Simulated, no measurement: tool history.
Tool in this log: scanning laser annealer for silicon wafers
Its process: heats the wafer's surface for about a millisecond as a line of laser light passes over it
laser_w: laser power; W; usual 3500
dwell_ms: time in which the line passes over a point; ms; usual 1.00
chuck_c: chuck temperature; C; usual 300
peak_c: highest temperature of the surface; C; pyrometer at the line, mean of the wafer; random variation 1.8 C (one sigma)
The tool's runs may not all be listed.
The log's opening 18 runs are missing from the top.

{"run": 19, "hour": 925.9, "laser_w": 3500, "dwell_ms": 1.03, "chuck_c": 300, "peak_c": 1077}
{"run": 20, "hour": 965.6, "laser_w": 3500, "dwell_ms": 1.0, "chuck_c": 300, "peak_c": 1065}
{"run": 21, "hour": 1011.8, "laser_w": 3500, "dwell_ms": 0.97, "chuck_c": 284, "peak_c": 1036}
{"run": 22, "hour": 1061.3, "laser_w": 3676, "dwell_ms": 1.1, "chuck_c": 300, "peak_c": 1155}
{"run": 23, "hour": 1107.6, "laser_w": 3676, "dwell_ms": 1.1, "chuck_c": 300, "peak_c": 1157}
{"run": 24, "hour": 1167.1, "laser_w": 3724, "dwell_ms": 0.92, "chuck_c": 297, "peak_c": 1091}
{"run": 25, "hour": 1236.4, "laser_w": 3707, "dwell_ms": 1.01, "chuck_c": 328, "peak_c": 1154}
{"run": 26, "hour": 1287.7, "laser_w": 3587, "dwell_ms": 0.87, "chuck_c": 331, "peak_c": 1065}
{"run": 27, "hour": 1347.4, "laser_w": 3367, "dwell_ms": 0.91, "chuck_c": 340, "peak_c": 1032}
{"run": 28, "hour": 1413.6, "laser_w": 3497, "dwell_ms": 0.91, "chuck_c": 340, "peak_c": 1064}
{"run": 29, "hour": 1486.4, "laser_w": 3497, "dwell_ms": 0.91, "chuck_c": 340, "peak_c": 1065}
{"hour": 1519.9, "done": "window over the wafer cleaned"}
{"run": 30, "hour": 1524.5, "laser_w": 3041, "dwell_ms": 1.0, "chuck_c": 285, "peak_c": 925}
{"run": 31, "hour": 1577.4, "laser_w": 3041, "dwell_ms": 1.0, "chuck_c": 285, "peak_c": 923}
{"run": 32, "hour": 1623.8, "laser_w": 3041, "dwell_ms": 1.0, "chuck_c": 285, "peak_c": 922}
{"run": 33, "hour": 1663.8, "laser_w": 3144, "dwell_ms": 1.0, "chuck_c": 300, "peak_c": 967}
{"run": 34, "hour": 1720.9, "laser_w": 3144, "dwell_ms": 1.0, "chuck_c": 300, "peak_c": 967}
{"run": 35, "hour": 1762.9, "laser_w": 3110, "dwell_ms": 0.8, "chuck_c": 268, "peak_c": 849}
{"run": 36, "hour": 1804.5, "laser_w": 3500, "dwell_ms": 1.0, "chuck_c": 312, "peak_c": 1075}
{"run": 37, "hour": 1871.0, "laser_w": 3123, "dwell_ms": 0.72, "chuck_c": 311, "peak_c": 865}
{"run": 38, "hour": 1925.6, "laser_w": 3500, "dwell_ms": 0.78, "chuck_c": 273, "peak_c": 943}
{"run": 39, "hour": 1973.2, "laser_w": 3035, "dwell_ms": 0.95, "chuck_c": 273, "peak_c": 891}
{"run": 40, "hour": 2043.2, "laser_w": 3769, "dwell_ms": 0.95, "chuck_c": 303, "peak_c": 1119}

Branching from run 40: 3 alternative next runs. What would each branch give?
{"hour": 2083.3, "done": "optics aligned, line set to its width"}
{"run": "A", "hour": 2093.3, "laser_w": 3500, "dwell_ms": 1.0, "chuck_c": 305, "peak_c": "?"}
{"hour": 2083.3, "done": "optics aligned, line set to its width"}
{"run": "B", "hour": 2093.3, "laser_w": 3769, "dwell_ms": 0.95, "chuck_c": 292, "peak_c": "?"}
{"hour": 2083.3, "done": "optics aligned, line set to its width"}
{"run": "C", "hour": 2093.3, "laser_w": 3500, "dwell_ms": 0.7, "chuck_c": 300, "peak_c": "?"}

run=A peak_c=1070
run=B peak_c=1112
run=C peak_c=930
With no hidden state in the tool, these same runs would have given:
run=A peak_c=1070
run=B peak_c=1113
run=C peak_c=930
